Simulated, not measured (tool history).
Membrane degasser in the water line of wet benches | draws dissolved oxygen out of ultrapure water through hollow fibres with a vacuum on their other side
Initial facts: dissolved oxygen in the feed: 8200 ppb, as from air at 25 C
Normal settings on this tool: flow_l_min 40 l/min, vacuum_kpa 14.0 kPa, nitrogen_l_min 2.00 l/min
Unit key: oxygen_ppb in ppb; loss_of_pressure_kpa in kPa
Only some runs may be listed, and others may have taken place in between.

Run 1, day 0.000: usual settings. Result: oxygen_ppb 649.3 ppb, loss_of_pressure_kpa 34.30 kPa.
Run 2, day 4.388: usual settings but flow_l_min 54 l/min. Result: oxygen_ppb 883.4 ppb, loss_of_pressure_kpa 46.31 kPa.
Run 3, day 11.012: usual settings but flow_l_min 54 l/min, nitrogen_l_min 3.96 l/min. Result: oxygen_ppb 641.6 ppb, loss_of_pressure_kpa 46.34 kPa.
Run 4, day 17.546: usual settings but nitrogen_l_min 3.48 l/min. Result: oxygen_ppb 484.8 ppb, loss_of_pressure_kpa 34.24 kPa.
Run 5, day 22.221: usual settings but vacuum_kpa 11.4 kPa. Result: oxygen_ppb 555.0 ppb, loss_of_pressure_kpa 34.47 kPa.
Run 6, day 26.779: usual settings but vacuum_kpa 11.4 kPa. Result: oxygen_ppb 553.9 ppb, loss_of_pressure_kpa 34.37 kPa.
At day 27.188: vacuum gauge calibrated.
Run 7, day 31.988: usual settings but vacuum_kpa 11.4 kPa. Result: oxygen_ppb 563.7 ppb, loss_of_pressure_kpa 34.31 kPa.
Run 8, day 38.888: usual settings but vacuum_kpa 11.4 kPa. Result: oxygen_ppb 565.9 ppb, loss_of_pressure_kpa 34.38 kPa.
Run 9, day 47.754: usual settings but flow_l_min 53 l/min, nitrogen_l_min 2.85 l/min. Result: oxygen_ppb 738.8 ppb, loss_of_pressure_kpa 45.60 kPa.
Run 10, day 55.646: usual settings but flow_l_min 50 l/min, vacuum_kpa 12.2 kPa, nitrogen_l_min 1.79 l/min. Result: oxygen_ppb 800.3 ppb, loss_of_pressure_kpa 42.99 kPa.
Run 11, day 61.846: usual settings but flow_l_min 61 l/min, nitrogen_l_min 1.82 l/min. Result: oxygen_ppb 1066.3 ppb, loss_of_pressure_kpa 52.39 kPa.
Run 12, day 70.167: usual settings but flow_l_min 61 l/min, nitrogen_l_min 1.82 l/min. Result: oxygen_ppb 1075.9 ppb, loss_of_pressure_kpa 52.66 kPa.
At day 76.754: vacuum gauge calibrated, once more.
Run 13, day 77.417: usual settings but flow_l_min 61 l/min, nitrogen_l_min 1.82 l/min. Result: oxygen_ppb 1044.4 ppb, loss_of_pressure_kpa 52.85 kPa.
Run 14, day 83.871: usual settings but flow_l_min 61 l/min, nitrogen_l_min 1.82 l/min. Result: oxygen_ppb 1040.4 ppb, loss_of_pressure_kpa 52.65 kPa.

A few steps of oxygen_ppb between consecutive runs. Split each: what settings, incoming material and random variation would produce without the hidden state, and what is left over for the hidden state, along with gauge scatter present in only one of the two compared results (measured, and without hidden state):
Unlogged tool condition in this case: membrane still open, %; true pressure behind the membrane over the reading, kPa; air that leaks in behind the membrane, l/min; drift of the gauge itself on oxygen_ppb, %; drift of the gauge itself on loss_of_pressure_kpa, %.
Run 10 -> 11: flow_l_min 50 -> 61, vacuum_kpa 12.2 -> 14.0, nitrogen_l_min 1.79 -> 1.82. oxygen_ppb +266.0 ppb: hidden state +4.5, all else +261.5.
Run 12 -> 13: vacuum gauge calibrated, once more. oxygen_ppb -31.5 ppb: hidden state -26.6, all else -4.9.
